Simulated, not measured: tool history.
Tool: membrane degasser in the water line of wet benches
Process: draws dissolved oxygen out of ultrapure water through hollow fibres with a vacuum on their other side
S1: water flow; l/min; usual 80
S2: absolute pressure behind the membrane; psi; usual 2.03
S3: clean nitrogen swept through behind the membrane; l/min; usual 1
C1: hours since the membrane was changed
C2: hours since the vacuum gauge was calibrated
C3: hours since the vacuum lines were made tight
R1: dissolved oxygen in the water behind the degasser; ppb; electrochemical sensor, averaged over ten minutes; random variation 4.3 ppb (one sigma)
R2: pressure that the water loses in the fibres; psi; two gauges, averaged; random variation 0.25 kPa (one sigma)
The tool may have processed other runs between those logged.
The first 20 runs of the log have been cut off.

run    hour   S1    S2    S3     C1    C2    C3      R1      R2
 21  3572.6   77  3.29  0.55  10256  4533  3659  2945.5   9.633
     3720.3  -- vacuum gauge calibrated
 22  3756.5  121  3.19  0.72  10439    36  3842    3196  15.049
 23  3873.1  121  3.19  0.72  10556   153  3959  3232.9   15.14
 24  4128.8  121  3.19  0.72  10812   408  4215  3211.7  15.119
 25  4375.4  112  1.68  0.52  11058   655  4461  2024.8  14.067
 26  4582.3  112  1.68  0.73  11265   862  4668  1775.7  13.983
 27  4735.4  112  1.68  0.73  11418  1015  4821  1779.7   14.06
 28  4866.5   80  1.96     1  11549  1146  4952  1417.4  10.005
 29  5083.2   66  2.76   2.6  11766  1363  5169   941.8    8.29
 30  5214.8   66  2.76   2.6  11898  1495  5301   946.9   8.285
 31  5444.4   82  1.87     1  12127  1724  5530  1390.1  10.334

Predict each of these 4 candidate next runs independently; none follows another, all start after run 31:
     5638.7  -- gauge calibrated
  A  5678.7   80  3.77     1  12362  1958  5765   ?   ?
     5638.7  -- gauge calibrated
  B  5678.7  117  2.03     1  12362  1958  5765   ?   ?
     5638.7  -- gauge calibrated
  C  5678.7   52  3.89  1.65  12362  1958  5765   ?   ?
     5638.7  -- gauge calibrated
  D  5678.7   71  1.87     1  12362  1958  5765   ?   ?

run      R1      R2
  A  2530.5   9.876
  B  1904.4  14.407
  C    1428   6.389
  D  1239.8   8.794
Had the tool no hidden state, the same runs would have come out as:
run      R1      R2
  A  2529.7   9.861
  B  1902.9  14.383
  C  1427.2    6.38
  D  1238.7   8.779
